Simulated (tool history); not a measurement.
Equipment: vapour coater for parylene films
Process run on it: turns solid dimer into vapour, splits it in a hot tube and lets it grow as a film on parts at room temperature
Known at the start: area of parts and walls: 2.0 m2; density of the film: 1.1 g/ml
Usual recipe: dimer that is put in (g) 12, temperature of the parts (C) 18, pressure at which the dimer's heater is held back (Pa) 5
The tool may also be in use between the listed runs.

run     day  dimer that is put in (g)  temperature of the parts (C)  pressure at which the dimer's heater is held back (Pa)  thickness of the film (nm)
  1       0                        12                            18                                                       5                        3250
  2   0.558                        12                            18                                                    5.48                        3230
  3   1.017                        12                            18                                                       5                        3260
  4   1.554                        12                            18                                                       5                        3280
  5   2.133                        12                            18                                                       5                        3250
  6   2.512                        12                            18                                                       5                        3260
  7   2.862                        12                            18                                                       5                        3260
  8     3.3                        12                            18                                                    2.23                        3700
  9   3.708                        12                            18                                                    2.23                        3600
 10   4.162                         5                            18                                                    2.23                        1520
 11   4.804                         5                            18                                                    2.23                        1560
 12   5.088                        12                            15                                                       5                        3490
 13    5.65                        12                            15                                                       5                        3500
 14   5.917                        12                            15                                                       5                        3490
 15   6.192                        10                            18                                                       5                        2710
 16   6.825                         7                            18                                                       5                        1920
 17   7.229                         7                            18                                                       5                        1910
 18   7.521                         7                            18                                                       5                        1880
 19   7.812                         7                            18                                                       5                        1830
 20   8.346                         7                            18                                                       5                        1870
 21   8.612                        19                            18                                                       5                        5080
 22    8.95                        19                            18                                                       5                        5020
 23     9.5                        19                            18                                                       5                        5150
 24  10.038                        19                            18                                                       5                        5040
 25  10.638                        19                            18                                                       5                        5010
 26  11.271                        12                            25                                                     7.4                        2560
 27  11.738                        12                            25                                                     7.4                        2500
 28  12.033                        12                            24                                                    6.35                        2610
 29  12.388                        11                            24                                                    3.22                        2690
 30  12.675                        10                            23                                                    6.67                        2200
 31  13.058                        10                            23                                                    6.67                        2230
 32  13.462                        10                            23                                                    6.67                        2220
 33  13.879                        13                            11                                                       5                        4050
 34  14.354                        13                            11                                                       5                        4040
 35  14.717                        18                            17                                                    3.17                        5150
 36    15.3                         5                            19                                                    3.19                        1370
 37    15.7                        15                            19                                                    3.19                        4090
 38  16.296                        15                            19                                                    3.19                        4130
 39  16.904                        15                            19                                                    3.19                        4090
 40   17.25                        18                            18                                                    8.32                        4390
 41  17.683                        18                            18                                                    8.32                        4320
 42  17.983                        15                            18                                                    6.78                        3800
 43   18.35                        15                            20                                                    2.18                        4170
 44  18.992                        15                            20                                                    2.43                        4190
     19.212  -- trap's valve overhauled
 45  19.671                        12                            18                                                    5.27                        3240
 46    20.2                        14                            17                                                    5.27                        3960

Measured less the same run without the tool's hidden state. The same run-to-run variation is in both; the gauge's scatter may not be:
What the log doesn't record here: vapour lost through the trap's worn valve, %; true temperature of the parts over the reading, C; drift of the gauge itself on film_um, %.
run  thickness of the film (nm)
  1                         -60
  2                         -60
  3                         -70
  4                         -70
  5                         -80
  6                         -80
  7                         -80
  8                        -100
  9                        -100
 10                         -40
 11                         -50
 12                        -100
 13                        -110
 14                        -120
 15                        -100
 16                         -70
 17                         -60
 18                         -70
 19                         -70
 20                         -80
 21                        -210
 22                        -200
 23                        -220
 24                        -230
 25                        -230
 26                        -120
 27                        -120
 28                        -130
 29                        -130
 30                        -110
 31                        -110
 32                        -110
 33                        -220
 34                        -220
 35                        -290
 36                         -70
 37                        -230
 38                        -250
 39                        -250
 40                        -270
 41                        -270
 42                        -240
 43                        -280
 44                        -280
 45                         -60
 46                         -80
